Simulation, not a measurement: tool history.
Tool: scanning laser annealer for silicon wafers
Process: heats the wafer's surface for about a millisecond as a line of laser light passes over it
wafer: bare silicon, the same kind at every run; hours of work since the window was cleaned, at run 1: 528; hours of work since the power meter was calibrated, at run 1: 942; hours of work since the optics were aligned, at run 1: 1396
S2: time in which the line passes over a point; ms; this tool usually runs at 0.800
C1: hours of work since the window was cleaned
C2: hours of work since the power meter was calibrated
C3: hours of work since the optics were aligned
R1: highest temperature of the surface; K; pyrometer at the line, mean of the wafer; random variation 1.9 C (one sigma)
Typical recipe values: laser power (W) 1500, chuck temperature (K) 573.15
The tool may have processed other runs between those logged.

Run 1, hour 0.0: usual settings; C1 528; C2 942; C3 1396. Result: R1 1415.15 K.
Run 2, hour 29.2: usual settings but laser power (W) 1571; C1 548; C2 963; C3 1416. Result: R1 1464.15 K.
At hour 42.5: window over the wafer cleaned.
Run 3, hour 81.8: usual settings but laser power (W) 1523; C1 27; C2 998; C3 1451. Result: R1 1434.15 K.
Run 4, hour 126.0: usual settings; C1 58; C2 1029; C3 1482. Result: R1 1414.15 K.
Run 5, hour 158.4: usual settings; C1 81; C2 1051; C3 1504. Result: R1 1418.15 K.
Run 6, hour 206.0: usual settings; C1 114; C2 1084; C3 1537. Result: R1 1418.15 K.
Run 7, hour 258.1: usual settings; C1 150; C2 1120; C3 1573. Result: R1 1415.15 K.
Run 8, hour 310.3: usual settings; C1 186; C2 1157; C3 1610. Result: R1 1418.15 K.
Run 9, hour 345.4: usual settings; C1 210; C2 1181; C3 1634. Result: R1 1418.15 K.
Run 10, hour 396.2: usual settings but S2 0.704 ms; C1 246; C2 1216; C3 1669. Result: R1 1364.15 K.
Run 11, hour 425.5: usual settings; C1 266; C2 1237; C3 1690. Result: R1 1420.15 K.
Run 12, hour 479.2: usual settings but S2 0.845 ms; C1 303; C2 1274; C3 1727. Result: R1 1435.15 K.
Run 13, hour 502.6: usual settings but S2 0.845 ms; C1 320; C2 1290; C3 1743. Result: R1 1437.15 K.
Run 14, hour 530.2: usual settings but laser power (W) 1398, S2 0.848 ms, chuck temperature (K) 585.15; C1 339; C2 1309; C3 1762. Result: R1 1381.15 K.
Run 15, hour 553.2: usual settings but laser power (W) 1489; C1 355; C2 1325; C3 1778. Result: R1 1407.15 K.
Run 16, hour 581.3: usual settings but laser power (W) 1455, S2 0.711 ms, chuck temperature (K) 603.15; C1 374; C2 1345; C3 1798. Result: R1 1370.15 K.
Run 17, hour 603.4: usual settings but laser power (W) 1631, S2 0.672 ms, chuck temperature (K) 541.15; C1 390; C2 1360; C3 1813. Result: R1 1396.15 K.
Run 18, hour 629.6: usual settings but S2 0.937 ms, chuck temperature (K) 604.15; C1 408; C2 1378; C3 1831. Result: R1 1513.15 K.
Run 19, hour 653.6: usual settings but S2 0.937 ms, chuck temperature (K) 604.15; C1 424; C2 1395; C3 1848. Result: R1 1511.15 K.
Run 20, hour 705.6: usual settings but laser power (W) 1583, S2 0.937 ms, chuck temperature (K) 571.15; C1 461; C2 1431; C3 1884. Result: R1 1538.15 K.
Run 21, hour 728.1: usual settings but laser power (W) 1454, S2 0.679 ms, chuck temperature (K) 571.15; C1 476; C2 1447; C3 1900. Result: R1 1317.15 K.
At hour 771.3: optics aligned, line set to its width.
Run 22, hour 772.6: usual settings but laser power (W) 1634, S2 0.992 ms, chuck temperature (K) 544.15; C1 504; C2 1474; C3 1. Result: R1 1578.15 K.
Run 23, hour 811.0: usual settings but laser power (W) 1505, S2 0.875 ms, chuck temperature (K) 545.15; C1 530; C2 1501; C3 28. Result: R1 1429.15 K.
At hour 850.0: window over the wafer cleaned.
Run 24, hour 857.9: usual settings but laser power (W) 1505, S2 0.875 ms, chuck temperature (K) 545.15; C1 5; C2 1532; C3 59. Result: R1 1433.15 K.
Run 25, hour 880.6: usual settings but S2 0.642 ms, chuck temperature (K) 578.15; C1 21; C2 1548; C3 75. Result: R1 1338.15 K.

Each row is a separate what-if for the run after 25, all from the same tool condition, not one after another. Results?
Run A, hour 932.0: usual settings but laser power (W) 1564, S2 0.881 ms, chuck temperature (K) 596.15; C1 57; C2 1584; C3 110. Result: R1 ?.
Run B, hour 932.0: usual settings but laser power (W) 1496, S2 0.795 ms, chuck temperature (K) 581.15; C1 57; C2 1584; C3 110. Result: R1 ?.
Run C, hour 932.0: usual settings but S2 0.997 ms; C1 57; C2 1584; C3 110. Result: R1 ?.
Run D, hour 932.0: usual settings but laser power (W) 1550, S2 0.810 ms, chuck temperature (K) 594.15; C1 57; C2 1584; C3 110. Result: R1 ?.
Run E, hour 932.0: usual settings but laser power (W) 1603, S2 0.662 ms, chuck temperature (K) 607.15; C1 57; C2 1584; C3 110. Result: R1 ?.

run       R1
  A  1524.15
  B  1420.15
  C  1511.15
  D  1477.15
  E  1440.15
With no hidden state in the tool, these same runs would have given:
run       R1
  A  1523.15
  B  1420.15
  C  1510.15
  D  1477.15
  E  1440.15
